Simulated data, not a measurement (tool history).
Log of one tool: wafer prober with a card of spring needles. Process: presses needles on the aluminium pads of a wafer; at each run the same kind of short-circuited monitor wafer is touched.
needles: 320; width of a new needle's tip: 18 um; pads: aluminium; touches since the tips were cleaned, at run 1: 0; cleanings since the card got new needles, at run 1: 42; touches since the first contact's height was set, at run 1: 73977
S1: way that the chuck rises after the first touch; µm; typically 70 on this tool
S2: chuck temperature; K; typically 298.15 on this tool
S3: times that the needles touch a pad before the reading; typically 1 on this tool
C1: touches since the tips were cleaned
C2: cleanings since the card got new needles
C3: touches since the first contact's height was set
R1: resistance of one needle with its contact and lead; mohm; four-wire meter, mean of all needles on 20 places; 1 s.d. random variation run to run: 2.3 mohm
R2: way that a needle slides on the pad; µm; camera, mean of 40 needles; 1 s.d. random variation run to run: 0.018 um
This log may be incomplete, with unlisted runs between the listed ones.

run	hour	S1	S2	S3	C1	C2	C3	R1	R2
1	0	70	298.15	1	0	42	73977	255	15.17
# hour 14.7: tips cleaned on abrasive film
2	20.8	70	333.15	1	3484	43	85804	268	15.16
# hour 29.3: tips cleaned on abrasive film
3	35.5	70	298.15	1	3549	44	94131	261	15.18
# hour 43.3: tips cleaned on abrasive film
4	46.9	70	298.15	1	2061	45	100579	258	15.14
# hour 57.1: tips cleaned on abrasive film
5	62.3	70	298.15	1	2963	46	109334	260	15.15
# hour 71.2: tips cleaned on abrasive film
# hour 84.7: tips cleaned on abrasive film
6	84.7	70	298.15	1	0	48	122014	264	15.11
# hour 99.4: tips cleaned on abrasive film
7	109.3	70	298.15	1	5652	49	136004	257	15.11
# hour 113.1: tips cleaned on abrasive film
# hour 125: height of the first contact set anew
# hour 127.2: tips cleaned on abrasive film
8	129.4	70	298.15	1	1215	51	2420	256	15.07
# hour 141: tips cleaned on abrasive film
9	152.5	70	300.15	1	6581	52	15573	258	15.09
# hour 155.9: tips cleaned on abrasive film
# hour 170.6: tips cleaned on abrasive film
10	171.7	70	300.15	1	602	54	26425	260	15.1
# hour 184.2: tips cleaned on abrasive film
# hour 197.5: tips cleaned on abrasive film
11	197.5	70	300.15	1	0	56	41077	260	15.04
# hour 212.8: tips cleaned on abrasive film
12	217.5	70	298.15	1	2729	57	52434	263	15.02
# hour 227.5: tips cleaned on abrasive film
13	238.2	70	298.15	1	6134	58	64184	261	15.03
# hour 241.5: tips cleaned on abrasive film
14	252.5	70	298.15	1	6295	59	72270	262	15.02
# hour 255.8: tips cleaned on abrasive film
# hour 269.1: tips cleaned on abrasive film
15	270.2	70	298.15	1	604	61	82267	261	14.99
# hour 283.4: tips cleaned on abrasive film
16	288.6	70	298.15	1	2941	62	92726	261	14.97
# hour 297.6: tips cleaned on abrasive film
17	309.1	70	298.15	1	6547	63	104378	262	14.98
# hour 311.2: tips cleaned on abrasive film
18	321.1	60	323.15	1	5664	64	111173	266	12.83
# hour 324.6: tips cleaned on abrasive film
19	332.5	53	306.15	2	4476	65	117617	264	11.32
# hour 338.2: tips cleaned on abrasive film
20	343	70	369.15	1	2774	66	123582	280	14.95
# hour 351.8: tips cleaned on abrasive film
21	355.1	61	298.15	2	1888	67	130445	266	13.05
# hour 366.9: tips cleaned on abrasive film
22	375.4	53	298.15	2	4867	68	141971	263	11.32
# hour 380.6: tips cleaned on abrasive film
# hour 380.9: height of the first contact set anew
# hour 394.8: tips cleaned on abrasive film
23	399.5	53	298.15	2	2701	70	10555	261	11.32
# hour 409.6: tips cleaned on abrasive film
24	415.9	53	298.15	2	3638	71	19867	265	11.28
# hour 424.2: tips cleaned on abrasive film
25	436.3	75	298.15	3	6919	72	31437	259	15.96
# hour 438.4: tips cleaned on abrasive film
# hour 453: tips cleaned on abrasive film
26	456.3	86	359.15	1	1890	74	42767	277	18.3
# hour 467.1: tips cleaned on abrasive film
27	478.8	86	359.15	1	6673	75	55528	274	18.28

What if the next run were any one of these 3? Each begins from the tool's condition after run 27:
# hour 480.3: tips cleaned on abrasive film
# hour 494.2: tips cleaned on abrasive film
A	494.5	50	366.15	1	156	77	64395	?	?
# hour 480.3: tips cleaned on abrasive film
# hour 494.2: tips cleaned on abrasive film
B	494.5	51	310.15	1	156	77	64395	?	?
# hour 480.3: tips cleaned on abrasive film
# hour 494.2: tips cleaned on abrasive film
C	494.5	89	317.15	1	156	77	64395	?	?

run	R1	R2
A	284	10.61
B	268	10.83
C	260	18.91
The same runs, with their run-to-run variation unchanged, on a tool lacking any hidden condition would have given:
run	R1	R2
A	283	10.83
B	268	11.07
C	260	19.31
